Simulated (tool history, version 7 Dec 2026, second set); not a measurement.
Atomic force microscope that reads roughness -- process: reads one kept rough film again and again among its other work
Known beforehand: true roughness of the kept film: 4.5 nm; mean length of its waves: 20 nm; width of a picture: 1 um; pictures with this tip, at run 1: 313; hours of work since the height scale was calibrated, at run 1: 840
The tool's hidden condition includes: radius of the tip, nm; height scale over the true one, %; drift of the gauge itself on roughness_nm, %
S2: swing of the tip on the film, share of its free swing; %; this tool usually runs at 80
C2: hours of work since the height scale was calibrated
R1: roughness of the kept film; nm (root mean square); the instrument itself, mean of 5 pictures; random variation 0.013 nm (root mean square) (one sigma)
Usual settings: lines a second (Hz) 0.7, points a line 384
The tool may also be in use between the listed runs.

{"run": 1, "hour": 0.0, "lines a second (Hz)": 0.7, "S2": 80, "points a line": 384, "pictures with this tip": 313, "C2": 840, "R1": 1.83}
{"hour": 2.4, "done": "new tip fitted"}
{"run": 2, "hour": 34.7, "lines a second (Hz)": 1.476, "S2": 80, "points a line": 384, "pictures with this tip": 40, "C2": 862, "R1": 2.715}
{"run": 3, "hour": 72.4, "lines a second (Hz)": 1.476, "S2": 80, "points a line": 384, "pictures with this tip": 87, "C2": 886, "R1": 2.473}
{"run": 4, "hour": 105.2, "lines a second (Hz)": 1.476, "S2": 80, "points a line": 384, "pictures with this tip": 128, "C2": 907, "R1": 2.283}
{"run": 5, "hour": 143.3, "lines a second (Hz)": 0.7, "S2": 80, "points a line": 818, "pictures with this tip": 175, "C2": 932, "R1": 2.276}
{"run": 6, "hour": 188.9, "lines a second (Hz)": 0.7, "S2": 80, "points a line": 728, "pictures with this tip": 231, "C2": 961, "R1": 2.061}
{"run": 7, "hour": 230.0, "lines a second (Hz)": 0.7, "S2": 90, "points a line": 384, "pictures with this tip": 283, "C2": 987, "R1": 1.844}
{"hour": 256.1, "done": "new tip fitted"}
{"run": 8, "hour": 258.2, "lines a second (Hz)": 0.7, "S2": 74, "points a line": 384, "pictures with this tip": 3, "C2": 1005, "R1": 3.204}
{"run": 9, "hour": 280.2, "lines a second (Hz)": 0.7, "S2": 70, "points a line": 384, "pictures with this tip": 30, "C2": 1019, "R1": 3.018}
{"run": 10, "hour": 319.2, "lines a second (Hz)": 0.7, "S2": 80, "points a line": 672, "pictures with this tip": 79, "C2": 1044, "R1": 2.695}
{"run": 11, "hour": 341.8, "lines a second (Hz)": 0.7, "S2": 80, "points a line": 672, "pictures with this tip": 107, "C2": 1059, "R1": 2.525}
{"run": 12, "hour": 383.3, "lines a second (Hz)": 0.928, "S2": 76, "points a line": 297, "pictures with this tip": 158, "C2": 1085, "R1": 2.232}
{"hour": 387.1, "done": "height scale calibrated on a step standard"}
{"run": 13, "hour": 426.1, "lines a second (Hz)": 2.101, "S2": 62, "points a line": 384, "pictures with this tip": 210, "C2": 25, "R1": 2.108}
{"run": 14, "hour": 466.3, "lines a second (Hz)": 1.815, "S2": 86, "points a line": 384, "pictures with this tip": 260, "C2": 51, "R1": 1.719}
{"run": 15, "hour": 509.0, "lines a second (Hz)": 1.815, "S2": 86, "points a line": 384, "pictures with this tip": 313, "C2": 78, "R1": 1.601}
{"hour": 511.8, "done": "new tip fitted"}
{"run": 16, "hour": 555.4, "lines a second (Hz)": 1.815, "S2": 86, "points a line": 384, "pictures with this tip": 54, "C2": 107, "R1": 2.43}
{"run": 17, "hour": 587.7, "lines a second (Hz)": 1.815, "S2": 56, "points a line": 287, "pictures with this tip": 95, "C2": 128, "R1": 2.541}

Hidden state or all else? Some run-to-run changes of R1, split into what the settings, what came in and random variation would give without the hidden state, and what is left for the hidden state (with any gauge scatter that isn't in both results):
Run 7 -> 8: S2 90 -> 74, new tip fitted. R1 +1.36 nm (root mean square): hidden state +1.226, all else +0.134.
